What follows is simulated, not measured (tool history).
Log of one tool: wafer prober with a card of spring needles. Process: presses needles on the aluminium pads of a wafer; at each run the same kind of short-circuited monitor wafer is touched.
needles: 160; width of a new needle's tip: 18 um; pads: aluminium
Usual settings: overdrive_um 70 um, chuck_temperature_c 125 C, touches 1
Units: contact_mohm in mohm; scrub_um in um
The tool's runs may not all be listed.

{"run": 1, "hour": 0.0, "overdrive_um": 70, "chuck_temperature_c": 125, "touches": 1, "contact_mohm": 264, "scrub_um": 12.56}
{"hour": 5.5, "done": "tips cleaned on abrasive film"}
{"hour": 19.0, "done": "tips cleaned on abrasive film"}
{"run": 2, "hour": 27.7, "overdrive_um": 70, "chuck_temperature_c": 125, "touches": 1, "contact_mohm": 271, "scrub_um": 12.44}
{"hour": 30.5, "done": "tips cleaned on abrasive film"}
{"hour": 44.0, "done": "tips cleaned on abrasive film"}
{"hour": 57.6, "done": "tips cleaned on abrasive film"}
{"hour": 69.9, "done": "tips cleaned on abrasive film"}
{"run": 3, "hour": 69.9, "overdrive_um": 70, "chuck_temperature_c": 125, "touches": 1, "contact_mohm": 202, "scrub_um": 12.37}
{"hour": 83.3, "done": "tips cleaned on abrasive film"}
{"hour": 96.7, "done": "tips cleaned on abrasive film"}
{"hour": 99.7, "done": "height of the first contact set anew"}
{"run": 4, "hour": 106.9, "overdrive_um": 70, "chuck_temperature_c": 108, "touches": 1, "contact_mohm": 269, "scrub_um": 12.88}
{"hour": 109.7, "done": "tips cleaned on abrasive film"}
{"hour": 123.2, "done": "tips cleaned on abrasive film"}
{"hour": 136.7, "done": "tips cleaned on abrasive film"}
{"run": 5, "hour": 146.5, "overdrive_um": 70, "chuck_temperature_c": 108, "touches": 1, "contact_mohm": 271, "scrub_um": 12.92}
{"hour": 149.2, "done": "tips cleaned on abrasive film"}
{"hour": 162.5, "done": "tips cleaned on abrasive film"}
{"hour": 176.0, "done": "tips cleaned on abrasive film"}
{"run": 6, "hour": 186.6, "overdrive_um": 70, "chuck_temperature_c": 108, "touches": 1, "contact_mohm": 270, "scrub_um": 12.82}
{"hour": 189.3, "done": "tips cleaned on abrasive film"}
{"hour": 200.2, "done": "tips cleaned on abrasive film"}
{"hour": 213.7, "done": "tips cleaned on abrasive film"}
{"run": 7, "hour": 223.6, "overdrive_um": 70, "chuck_temperature_c": 108, "touches": 1, "contact_mohm": 275, "scrub_um": 12.7}
{"hour": 226.4, "done": "tips cleaned on abrasive film"}
{"hour": 239.9, "done": "tips cleaned on abrasive film"}
{"hour": 245.4, "done": "tips cleaned on abrasive film, once more"}
{"hour": 259.0, "done": "tips cleaned on abrasive film"}
{"run": 8, "hour": 268.6, "overdrive_um": 70, "chuck_temperature_c": 108, "touches": 1, "contact_mohm": 275, "scrub_um": 12.62}
{"hour": 271.4, "done": "tips cleaned on abrasive film"}
{"hour": 282.3, "done": "tips cleaned on abrasive film"}
{"hour": 295.8, "done": "tips cleaned on abrasive film"}
{"run": 9, "hour": 297.4, "overdrive_um": 70, "chuck_temperature_c": 108, "touches": 1, "contact_mohm": 241, "scrub_um": 12.71}
{"hour": 308.2, "done": "tips cleaned on abrasive film"}
{"hour": 321.4, "done": "tips cleaned on abrasive film"}
{"hour": 335.0, "done": "tips cleaned on abrasive film"}
{"hour": 348.5, "done": "tips cleaned on abrasive film"}
{"run": 10, "hour": 349.0, "overdrive_um": 70, "chuck_temperature_c": 125, "touches": 1, "contact_mohm": 218, "scrub_um": 12.61}
{"hour": 359.6, "done": "tips cleaned on abrasive film"}
{"hour": 373.1, "done": "tips cleaned on abrasive film"}
{"hour": 384.3, "done": "tips cleaned on abrasive film"}
{"run": 11, "hour": 384.3, "overdrive_um": 70, "chuck_temperature_c": 125, "touches": 3, "contact_mohm": 202, "scrub_um": 12.55}
{"hour": 397.7, "done": "tips cleaned on abrasive film"}
{"hour": 411.1, "done": "tips cleaned on abrasive film"}
{"hour": 422.0, "done": "tips cleaned on abrasive film"}
{"run": 12, "hour": 425.6, "overdrive_um": 70, "chuck_temperature_c": 125, "touches": 3, "contact_mohm": 224, "scrub_um": 12.52}
{"hour": 433.8, "done": "tips cleaned on abrasive film"}
{"hour": 441.9, "done": "height of the first contact set anew"}
{"hour": 447.4, "done": "tips cleaned on abrasive film"}
{"hour": 458.2, "done": "tips cleaned on abrasive film"}
{"hour": 471.8, "done": "tips cleaned on abrasive film"}
{"run": 13, "hour": 475.8, "overdrive_um": 70, "chuck_temperature_c": 125, "touches": 1, "contact_mohm": 258, "scrub_um": 12.82}
{"hour": 483.7, "done": "tips cleaned on abrasive film"}
{"hour": 496.9, "done": "tips cleaned on abrasive film"}
{"hour": 510.0, "done": "tips cleaned on abrasive film"}
{"run": 14, "hour": 516.0, "overdrive_um": 70, "chuck_temperature_c": 125, "touches": 1, "contact_mohm": 272, "scrub_um": 12.78}
{"hour": 521.2, "done": "tips cleaned on abrasive film"}
{"hour": 534.7, "done": "tips cleaned on abrasive film"}
{"run": 15, "hour": 543.0, "overdrive_um": 75, "chuck_temperature_c": 57, "touches": 1, "contact_mohm": 258, "scrub_um": 13.68}
{"hour": 545.8, "done": "tips cleaned on abrasive film"}
{"hour": 559.4, "done": "tips cleaned on abrasive film"}
{"hour": 572.6, "done": "tips cleaned on abrasive film"}
{"hour": 585.7, "done": "tips cleaned on abrasive film"}
{"run": 16, "hour": 589.0, "overdrive_um": 75, "chuck_temperature_c": 57, "touches": 1, "contact_mohm": 253, "scrub_um": 13.67}

What will run 17 give?
{"hour": 597.2, "done": "tips cleaned on abrasive film"}
{"hour": 610.4, "done": "tips cleaned on abrasive film"}
{"hour": 621.3, "done": "tips cleaned on abrasive film"}
{"hour": 634.5, "done": "tips cleaned on abrasive film"}
{"run": 17, "hour": 636.0, "overdrive_um": 66, "chuck_temperature_c": 31, "touches": 1, "contact_mohm": "?", "scrub_um": "?"}

Run 17 produced contact_mohm 233 mohm, scrub_um 11.94 um.
Take away the tool's hidden state, keep the run-to-run variation as it was, and the same run would have given contact_mohm 176 mohm, scrub_um 12.19 um.
